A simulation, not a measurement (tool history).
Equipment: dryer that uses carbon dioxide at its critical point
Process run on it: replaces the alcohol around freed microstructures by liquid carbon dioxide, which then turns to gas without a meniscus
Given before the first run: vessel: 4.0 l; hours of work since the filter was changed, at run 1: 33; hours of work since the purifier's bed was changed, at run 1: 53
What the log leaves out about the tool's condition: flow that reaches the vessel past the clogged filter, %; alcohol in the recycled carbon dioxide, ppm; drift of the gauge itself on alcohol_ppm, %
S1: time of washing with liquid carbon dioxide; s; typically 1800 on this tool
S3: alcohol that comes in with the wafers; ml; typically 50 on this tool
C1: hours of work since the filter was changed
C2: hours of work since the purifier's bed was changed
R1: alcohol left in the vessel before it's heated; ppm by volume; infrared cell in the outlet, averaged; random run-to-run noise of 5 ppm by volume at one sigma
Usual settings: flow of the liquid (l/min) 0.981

run 1 day=0.000 | S1=1800 flow_of_the_liquid_(l/min)=0.981 S3=50 | C1=33 C2=53 | R1=20
run 2 day=0.229 | S1=1800 flow_of_the_liquid_(l/min)=0.981 S3=50 | C1=35 C2=54 | R1=20
run 3 day=0.642 | S1=1800 flow_of_the_liquid_(l/min)=0.981 S3=50 | C1=38 C2=57 | R1=21
run 4 day=1.150 | S1=1800 flow_of_the_liquid_(l/min)=0.981 S3=50 | C1=41 C2=61 | R1=21
run 5 day=1.550 | S1=1800 flow_of_the_liquid_(l/min)=0.981 S3=50 | C1=44 C2=64 | R1=12
run 6 day=2.000 | S1=1800 flow_of_the_liquid_(l/min)=0.810 S3=50 | C1=48 C2=67 | R1=48
run 7 day=2.483 | S1=1800 flow_of_the_liquid_(l/min)=0.810 S3=50 | C1=51 C2=71 | R1=39
run 8 day=2.746 | S1=1800 flow_of_the_liquid_(l/min)=0.810 S3=50 | C1=53 C2=73 | R1=47
run 9 day=3.179 | S1=1800 flow_of_the_liquid_(l/min)=0.981 S3=50 | C1=57 C2=76 | R1=21
run 10 day=3.588 | S1=1800 flow_of_the_liquid_(l/min)=0.981 S3=50 | C1=60 C2=79 | R1=17
run 11 day=3.867 | S1=1800 flow_of_the_liquid_(l/min)=0.981 S3=50 | C1=62 C2=81 | R1=18
run 12 day=4.138 | S1=1800 flow_of_the_liquid_(l/min)=0.981 S3=50 | C1=64 C2=83 | R1=27
run 13 day=4.479 | S1=1800 flow_of_the_liquid_(l/min)=0.981 S3=50 | C1=66 C2=86 | R1=14
run 14 day=4.779 | S1=1800 flow_of_the_liquid_(l/min)=0.607 S3=50 | C1=68 C2=88 | R1=157
run 15 day=5.196 | S1=1800 flow_of_the_liquid_(l/min)=1.545 S3=50 | C1=71 C2=91 | R1=13
run 16 day=5.458 | S1=1800 flow_of_the_liquid_(l/min)=1.545 S3=50 | C1=73 C2=93 | R1=9
run 17 day=5.792 | S1=1800 flow_of_the_liquid_(l/min)=0.981 S3=50 | C1=76 C2=96 | R1=12
run 18 day=6.304 | S1=1800 flow_of_the_liquid_(l/min)=0.981 S3=50 | C1=80 C2=99 | R1=13
run 19 day=6.771 | S1=1800 flow_of_the_liquid_(l/min)=0.981 S3=50 | C1=83 C2=103 | R1=20
run 20 day=7.229 | S1=2400 flow_of_the_liquid_(l/min)=0.670 S3=50 | C1=87 C2=106 | R1=33
run 21 day=7.721 | S1=2880 flow_of_the_liquid_(l/min)=1.439 S3=108 | C1=90 C2=110 | R1=14
run 22 day=8.083 | S1=2880 flow_of_the_liquid_(l/min)=1.439 S3=108 | C1=93 C2=113 | R1=18
run 23 day=8.488 | S1=1680 flow_of_the_liquid_(l/min)=0.981 S3=50 | C1=96 C2=116 | R1=20
run 24 day=8.821 | S1=2160 flow_of_the_liquid_(l/min)=0.688 S3=50 | C1=98 C2=118 | R1=46
run 25 day=9.096 | S1=2520 flow_of_the_liquid_(l/min)=0.959 S3=103 | C1=100 C2=120 | R1=11
run 26 day=9.492 | S1=1140 flow_of_the_liquid_(l/min)=0.959 S3=103 | C1=103 C2=123 | R1=317
run 27 day=9.825 | S1=1140 flow_of_the_liquid_(l/min)=0.959 S3=103 | C1=106 C2=126 | R1=324
run 28 day=10.100 | S1=1800 flow_of_the_liquid_(l/min)=1.223 S3=46 | C1=108 C2=128 | R1=6
run 29 day=10.467 | S1=2040 flow_of_the_liquid_(l/min)=1.225 S3=58 | C1=111 C2=130 | R1=20
run 30 day=10.838 | S1=2580 flow_of_the_liquid_(l/min)=0.961 S3=99 | C1=113 C2=133 | R1=8
run 31 day=11.183 | S1=1800 flow_of_the_liquid_(l/min)=1.068 S3=29 | C1=116 C2=136 | R1=14
run 32 day=11.408 | S1=1560 flow_of_the_liquid_(l/min)=1.286 S3=44 | C1=118 C2=137 | R1=4
run 33 day=11.858 | S1=1560 flow_of_the_liquid_(l/min)=1.286 S3=44 | C1=121 C2=141 | R1=12

Measured result minus the same run's result without the hidden state. Both carry the same run-to-run variation, though not necessarily the same gauge scatter:
run=1 R1=+4
run=2 R1=+4
run=3 R1=+4
run=4 R1=+4
run=5 R1=+4
run=6 R1=+7
run=7 R1=+7
run=8 R1=+8
run=9 R1=+5
run=10 R1=+5
run=11 R1=+6
run=12 R1=+6
run=13 R1=+5
run=14 R1=+21
run=15 R1=+4
run=16 R1=+5
run=17 R1=+6
run=18 R1=+7
run=19 R1=+6
run=20 R1=+8
run=21 R1=+5
run=22 R1=+5
run=23 R1=+8
run=24 R1=+12
run=25 R1=+6
run=26 R1=+48
run=27 R1=+51
run=28 R1=+6
run=29 R1=+7
run=30 R1=+6
run=31 R1=+7
run=32 R1=+4
run=33 R1=+7

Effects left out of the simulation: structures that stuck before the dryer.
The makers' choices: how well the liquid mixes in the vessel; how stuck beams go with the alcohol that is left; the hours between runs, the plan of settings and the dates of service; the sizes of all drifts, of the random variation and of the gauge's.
